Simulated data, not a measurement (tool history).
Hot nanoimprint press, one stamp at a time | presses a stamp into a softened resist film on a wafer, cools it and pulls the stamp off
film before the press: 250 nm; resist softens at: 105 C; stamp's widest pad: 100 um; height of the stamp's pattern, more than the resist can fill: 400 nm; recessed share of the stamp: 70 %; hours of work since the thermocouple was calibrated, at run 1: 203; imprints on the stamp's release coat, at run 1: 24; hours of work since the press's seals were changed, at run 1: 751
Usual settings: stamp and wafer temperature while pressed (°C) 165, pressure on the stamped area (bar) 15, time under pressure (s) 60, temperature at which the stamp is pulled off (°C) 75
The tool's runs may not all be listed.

run   hour  stamp and wafer temperature while pressed (°C)  pressure on the stamped area (bar)  time under pressure (s)  temperature at which the stamp is pulled off (°C)  hours of work since the thermocouple was calibrated  imprints on the stamp's release coat  hours of work since the press's seals were changed  resist left under the stamp's widest pad (Å)  greatest force while the stamp is pulled off (N)
  1      0                                             165                                  15                       60                                                 75                                                  203                                    24                                                 751                                           993                                               174
  2   26.1                                             165                                  15                       63                                                 75                                                  224                                    97                                                 772                                           991                                               171
  3   46.6                                             165                                  15                       63                                                 75                                                  240                                   154                                                 788                                           985                                               176
  4   73.5                                             165                                  15                       63                                                 75                                                  262                                   230                                                 810                                           988                                               175
  5   97.9                                             165                                  15                       63                                                 75                                                  281                                   298                                                 829                                           994                                               178
  6  112.2                                             165                                  15                       60                                                 82                                                  293                                   338                                                 840                                          1006                                               160
  7  130.9                                             165                                13.2                       60                                                 82                                                  308                                   390                                                 855                                          1076                                               161
  8  146.4                                             165                                13.2                       60                                                 82                                                  320                                   433                                                 868                                          1090                                               161
  9  166.2                                             165                                13.2                       60                                                 82                                                  336                                   489                                                 884                                          1095                                               162
 10  185.7                                             165                                13.2                       60                                                 82                                                  352                                   543                                                 899                                          1098                                               164
       190  -- plate thermocouple calibrated
 11  201.7                                             165                                  15                       60                                                 75                                                    9                                   580                                                 910                                          1044                                               183
 12  214.7                                             176                                  15                       42                                                 75                                                   20                                   616                                                 920                                           765                                               182
 13  238.8                                             158                                  15                       68                                                 75                                                   39                                   683                                                 939                                          1377                                               183
 14  258.6                                             158                                  15                       44                                                 75                                                   55                                   739                                                 955                                          1563                                               186
 15  276.1                                             166                                  15                       60                                                 75                                                   69                                   787                                                 969                                          1014                                               186
 16  301.5                                             166                                  15                       60                                                 75                                                   89                                   858                                                 989                                          1017                                               185
 17  318.6                                             166                                  15                       60                                                 75                                                  103                                   906                                                1003                                          1029                                               189
 18  332.7                                             168                                22.5                       60                                                 75                                                  114                                   946                                                1014                                           742                                               191
     338.6  -- plate thermocouple calibrated, once more
 19  358.1                                             165                                20.9                       60                                                 65                                                   16                                  1008                                                1032                                           821                                               213
 20  371.4                                             165                                20.9                       60                                                 65                                                   26                                  1045                                                1043                                           823                                               213
 21  384.5                                             165                                20.9                       60                                                 65                                                   37                                  1082                                                1053                                           826                                               213
 22  398.9                                             165                                12.7                       59                                                 65                                                   48                                  1122                                                1065                                          1101                                               214

5 ways to go on from here, each from the tool as it stands after run 22. What would each give?
  A  414.8                                             154                                  15                       53                                                 75                                                   61                                  1167                                                1077                                             ?                                                 ?
  B  414.8                                             165                                12.7                       35                                                 65                                                   61                                  1167                                                1077                                             ?                                                 ?
  C  414.8                                             165                                  15                       79                                                 71                                                   61                                  1167                                                1077                                             ?                                                 ?
  D  414.8                                             165                                12.7                       59                                                 65                                                   61                                  1167                                                1077                                             ?                                                 ?
  E  414.8                                             166                                 9.8                       37                                                 65                                                   61                                  1167                                                1077                                             ?                                                 ?

run  resist left under the stamp's widest pad (Å)  greatest force while the stamp is pulled off (N)
  A                                          1651                                               186
  B                                          1291                                               215
  C                                           910                                               198
  D                                          1097                                               216
  E                                          1398                                               215
Without the tool's hidden state the same runs would have given:
run  resist left under the stamp's widest pad (Å)  greatest force while the stamp is pulled off (N)
  A                                          1592                                               170
  B                                          1245                                               196
  C                                           870                                               181
  D                                          1055                                               197
  E                                          1358                                               196

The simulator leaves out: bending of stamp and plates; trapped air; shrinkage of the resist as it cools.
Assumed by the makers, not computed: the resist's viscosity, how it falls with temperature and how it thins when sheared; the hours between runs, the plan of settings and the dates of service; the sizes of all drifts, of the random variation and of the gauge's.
